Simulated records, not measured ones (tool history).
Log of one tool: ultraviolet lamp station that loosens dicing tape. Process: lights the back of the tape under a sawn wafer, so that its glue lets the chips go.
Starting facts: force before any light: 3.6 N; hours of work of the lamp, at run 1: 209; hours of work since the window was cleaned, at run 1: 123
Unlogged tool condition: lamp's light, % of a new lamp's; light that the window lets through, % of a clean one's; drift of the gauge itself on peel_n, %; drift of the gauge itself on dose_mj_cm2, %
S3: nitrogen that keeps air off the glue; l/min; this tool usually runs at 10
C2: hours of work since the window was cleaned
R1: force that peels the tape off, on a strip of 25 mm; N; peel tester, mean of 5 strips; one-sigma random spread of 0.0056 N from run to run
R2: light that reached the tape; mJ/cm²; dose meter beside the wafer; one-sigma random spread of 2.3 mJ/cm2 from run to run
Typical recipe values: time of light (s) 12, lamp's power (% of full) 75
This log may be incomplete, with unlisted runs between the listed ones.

{"run": 1, "hour": 0.0, "time of light (s)": 12, "lamp's power (% of full)": 75, "S3": 10, "hours of work of the lamp": 209, "C2": 123, "R1": 0.163, "R2": 200}
{"run": 2, "hour": 8.2, "time of light (s)": 12, "lamp's power (% of full)": 75, "S3": 10, "hours of work of the lamp": 215, "C2": 129, "R1": 0.156, "R2": 198}
{"run": 3, "hour": 16.2, "time of light (s)": 12, "lamp's power (% of full)": 75, "S3": 10, "hours of work of the lamp": 221, "C2": 135, "R1": 0.161, "R2": 194}
{"run": 4, "hour": 20.7, "time of light (s)": 12, "lamp's power (% of full)": 75, "S3": 10, "hours of work of the lamp": 225, "C2": 138, "R1": 0.174, "R2": 197}
{"run": 5, "hour": 26.8, "time of light (s)": 12, "lamp's power (% of full)": 75, "S3": 10, "hours of work of the lamp": 229, "C2": 143, "R1": 0.158, "R2": 196}
{"run": 6, "hour": 34.0, "time of light (s)": 11, "lamp's power (% of full)": 75, "S3": 10, "hours of work of the lamp": 235, "C2": 148, "R1": 0.2, "R2": 180}
{"run": 7, "hour": 38.5, "time of light (s)": 11, "lamp's power (% of full)": 75, "S3": 10, "hours of work of the lamp": 238, "C2": 152, "R1": 0.202, "R2": 179}
{"run": 8, "hour": 43.9, "time of light (s)": 11, "lamp's power (% of full)": 75, "S3": 10, "hours of work of the lamp": 242, "C2": 156, "R1": 0.197, "R2": 174}
{"run": 9, "hour": 53.3, "time of light (s)": 22, "lamp's power (% of full)": 75, "S3": 10, "hours of work of the lamp": 249, "C2": 163, "R1": 0.091, "R2": 353}
{"run": 10, "hour": 57.7, "time of light (s)": 12, "lamp's power (% of full)": 75, "S3": 15, "hours of work of the lamp": 252, "C2": 166, "R1": 0.137, "R2": 191}
{"run": 11, "hour": 62.6, "time of light (s)": 12, "lamp's power (% of full)": 75, "S3": 5, "hours of work of the lamp": 256, "C2": 170, "R1": 0.28, "R2": 192}
{"run": 12, "hour": 66.8, "time of light (s)": 12, "lamp's power (% of full)": 75, "S3": 5, "hours of work of the lamp": 259, "C2": 173, "R1": 0.272, "R2": 188}
{"run": 13, "hour": 72.7, "time of light (s)": 12, "lamp's power (% of full)": 75, "S3": 5, "hours of work of the lamp": 264, "C2": 177, "R1": 0.284, "R2": 185}
{"run": 14, "hour": 77.0, "time of light (s)": 12, "lamp's power (% of full)": 75, "S3": 5, "hours of work of the lamp": 267, "C2": 181, "R1": 0.296, "R2": 190}
{"run": 15, "hour": 82.4, "time of light (s)": 12, "lamp's power (% of full)": 75, "S3": 5, "hours of work of the lamp": 271, "C2": 185, "R1": 0.293, "R2": 190}
{"run": 16, "hour": 89.5, "time of light (s)": 12, "lamp's power (% of full)": 75, "S3": 10, "hours of work of the lamp": 276, "C2": 190, "R1": 0.171, "R2": 190}
{"run": 17, "hour": 98.4, "time of light (s)": 12, "lamp's power (% of full)": 75, "S3": 7, "hours of work of the lamp": 283, "C2": 197, "R1": 0.216, "R2": 183}
{"run": 18, "hour": 105.1, "time of light (s)": 12, "lamp's power (% of full)": 75, "S3": 10, "hours of work of the lamp": 288, "C2": 202, "R1": 0.172, "R2": 186}
{"run": 19, "hour": 110.3, "time of light (s)": 12, "lamp's power (% of full)": 75, "S3": 10, "hours of work of the lamp": 292, "C2": 206, "R1": 0.182, "R2": 184}
{"run": 20, "hour": 114.8, "time of light (s)": 12, "lamp's power (% of full)": 79, "S3": 10, "hours of work of the lamp": 296, "C2": 209, "R1": 0.157, "R2": 193}
{"run": 21, "hour": 119.8, "time of light (s)": 12, "lamp's power (% of full)": 66, "S3": 10, "hours of work of the lamp": 299, "C2": 213, "R1": 0.234, "R2": 163}
{"run": 22, "hour": 127.8, "time of light (s)": 12, "lamp's power (% of full)": 72, "S3": 9, "hours of work of the lamp": 305, "C2": 219, "R1": 0.215, "R2": 175}
{"run": 23, "hour": 136.4, "time of light (s)": 11, "lamp's power (% of full)": 72, "S3": 6, "hours of work of the lamp": 312, "C2": 226, "R1": 0.347, "R2": 160}
{"run": 24, "hour": 143.9, "time of light (s)": 11, "lamp's power (% of full)": 88, "S3": 6, "hours of work of the lamp": 318, "C2": 231, "R1": 0.23, "R2": 197}
{"run": 25, "hour": 148.2, "time of light (s)": 7, "lamp's power (% of full)": 88, "S3": 6, "hours of work of the lamp": 321, "C2": 235, "R1": 0.556, "R2": 124}
{"run": 26, "hour": 153.5, "time of light (s)": 7, "lamp's power (% of full)": 88, "S3": 6, "hours of work of the lamp": 325, "C2": 239, "R1": 0.547, "R2": 125}
{"run": 27, "hour": 161.1, "time of light (s)": 8, "lamp's power (% of full)": 88, "S3": 8, "hours of work of the lamp": 331, "C2": 244, "R1": 0.355, "R2": 145}
{"run": 28, "hour": 165.9, "time of light (s)": 14, "lamp's power (% of full)": 82, "S3": 14, "hours of work of the lamp": 334, "C2": 248, "R1": 0.115, "R2": 232}
{"run": 29, "hour": 173.0, "time of light (s)": 12, "lamp's power (% of full)": 71, "S3": 10, "hours of work of the lamp": 340, "C2": 253, "R1": 0.219, "R2": 167}
{"run": 30, "hour": 182.3, "time of light (s)": 20, "lamp's power (% of full)": 71, "S3": 8, "hours of work of the lamp": 347, "C2": 260, "R1": 0.11, "R2": 285}
{"run": 31, "hour": 191.6, "time of light (s)": 12, "lamp's power (% of full)": 75, "S3": 9, "hours of work of the lamp": 354, "C2": 267, "R1": 0.219, "R2": 177}
{"run": 32, "hour": 196.7, "time of light (s)": 12, "lamp's power (% of full)": 71, "S3": 10, "hours of work of the lamp": 357, "C2": 271, "R1": 0.229, "R2": 167}

Run 33 is up next; what results do you expect?
{"run": 33, "hour": 205.0, "time of light (s)": 12, "lamp's power (% of full)": 71, "S3": 10, "hours of work of the lamp": 364, "C2": 277, "R1": "?", "R2": "?"}

{"run 33": {"R1": 0.208, "R2": 167}}
With no hidden state in the tool, this same run would have given R1 0.127 N, R2 216 mJ/cm².
